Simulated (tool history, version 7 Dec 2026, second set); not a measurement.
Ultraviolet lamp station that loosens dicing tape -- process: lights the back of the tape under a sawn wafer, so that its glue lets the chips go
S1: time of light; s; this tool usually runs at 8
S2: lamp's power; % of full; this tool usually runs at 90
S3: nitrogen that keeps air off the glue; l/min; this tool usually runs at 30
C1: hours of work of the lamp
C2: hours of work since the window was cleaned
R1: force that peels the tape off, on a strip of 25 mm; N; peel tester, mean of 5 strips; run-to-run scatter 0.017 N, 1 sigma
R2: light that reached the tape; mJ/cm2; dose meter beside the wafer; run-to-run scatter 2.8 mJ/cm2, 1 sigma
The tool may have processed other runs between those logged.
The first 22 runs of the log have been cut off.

Run 23, hour 1083.2: usual settings but S1 10 s, S2 88 % of full, S3 13 l/min; C1 1375; C2 644. Result: R1 2.738 N, R2 283 mJ/cm2.
At hour 1101.1: window cleaned of glue's vapour.
Run 24, hour 1144.4: usual settings but S1 6 s, S2 88 % of full, S3 38 l/min; C1 1414; C2 28. Result: R1 2.677 N, R2 206 mJ/cm2.
Run 25, hour 1205.6: usual settings but S1 6 s, S2 88 % of full, S3 38 l/min; C1 1454; C2 68. Result: R1 2.687 N, R2 196 mJ/cm2.
Run 26, hour 1264.0: usual settings but S1 13 s, S2 69 % of full; C1 1491; C2 105. Result: R1 1.289 N, R2 327 mJ/cm2.
Run 27, hour 1312.1: usual settings but S2 69 % of full, S3 39 l/min; C1 1523; C2 136. Result: R1 2.663 N, R2 199 mJ/cm2.
Run 28, hour 1378.0: usual settings but S3 17 l/min; C1 1565; C2 179. Result: R1 2.744 N, R2 256 mJ/cm2.
Run 29, hour 1431.6: usual settings but S3 17 l/min; C1 1600; C2 214. Result: R1 2.884 N, R2 245 mJ/cm2.
Run 30, hour 1501.4: usual settings but S1 7 s, S2 69 % of full; C1 1645; C2 259. Result: R1 3.821 N, R2 156 mJ/cm2.
Run 31, hour 1542.7: usual settings but S3 42 l/min; C1 1672; C2 286. Result: R1 1.968 N, R2 232 mJ/cm2.
Run 32, hour 1605.1: usual settings but S1 15 s, S2 83 % of full, S3 18 l/min; C1 1712; C2 326. Result: R1 1.261 N, R2 393 mJ/cm2.
Run 33, hour 1645.6: usual settings but S2 82 % of full, S3 33 l/min; C1 1738; C2 352. Result: R1 2.618 N, R2 202 mJ/cm2.
Run 34, hour 1692.4: usual settings but S2 82 % of full, S3 33 l/min; C1 1769; C2 382. Result: R1 2.903 N, R2 197 mJ/cm2.
Run 35, hour 1740.7: usual settings but S1 7 s, S3 36 l/min; C1 1800; C2 414. Result: R1 2.948 N, R2 188 mJ/cm2.
Run 36, hour 1811.6: usual settings but S1 10 s, S3 10 l/min; C1 1846; C2 460. Result: R1 3.297 N, R2 260 mJ/cm2.
Run 37, hour 1856.0: usual settings but S2 91 % of full; C1 1874; C2 488. Result: R1 2.741 N, R2 208 mJ/cm2.
Run 38, hour 1927.1: usual settings but S2 70 % of full; C1 1920; C2 534. Result: R1 3.800 N, R2 152 mJ/cm2.
Run 39, hour 1982.7: usual settings but S1 10 s, S2 69 % of full, S3 28 l/min; C1 1956; C2 570. Result: R1 3.181 N, R2 182 mJ/cm2.
Run 40, hour 2015.4: usual settings but S1 7 s, S2 78 % of full, S3 28 l/min; C1 1977; C2 591. Result: R1 4.341 N, R2 146 mJ/cm2.
At hour 2045.1: lamp changed.
Run 41, hour 2076.1: usual settings but S1 4 s, S2 85 % of full, S3 55 l/min; C1 20; C2 630. Result: R1 3.320 N, R2 157 mJ/cm2.
At hour 2115.9: window cleaned of glue's vapour.
Run 42, hour 2126.9: usual settings but S1 11 s, S2 85 % of full, S3 55 l/min; C1 53; C2 7. Result: R1 0.295 N, R2 520 mJ/cm2.

4 ways to go on from here, each from the tool as it stands after run 42. What would each give?
Run A, hour 2176.3: usual settings but S3 49 l/min; C1 85; C2 39. Result: R1 ?, R2 ?.
Run B, hour 2176.3: usual settings but S1 4 s, S2 84 % of full; C1 85; C2 39. Result: R1 ?, R2 ?.
Run C, hour 2176.3: usual settings but S1 5 s, S3 58 l/min; C1 85; C2 39. Result: R1 ?, R2 ?.
Run D, hour 2176.3: usual settings but S1 14 s, S2 71 % of full, S3 36 l/min; C1 85; C2 39. Result: R1 ?, R2 ?.

run     R1   R2
  A  0.650  395
  B  3.307  181
  C  1.696  246
  D  0.346  547
What these runs would have given with no unlogged condition in the tool:
run     R1   R2
  A  0.592  410
  B  3.161  188
  C  1.582  255
  D  0.314  567

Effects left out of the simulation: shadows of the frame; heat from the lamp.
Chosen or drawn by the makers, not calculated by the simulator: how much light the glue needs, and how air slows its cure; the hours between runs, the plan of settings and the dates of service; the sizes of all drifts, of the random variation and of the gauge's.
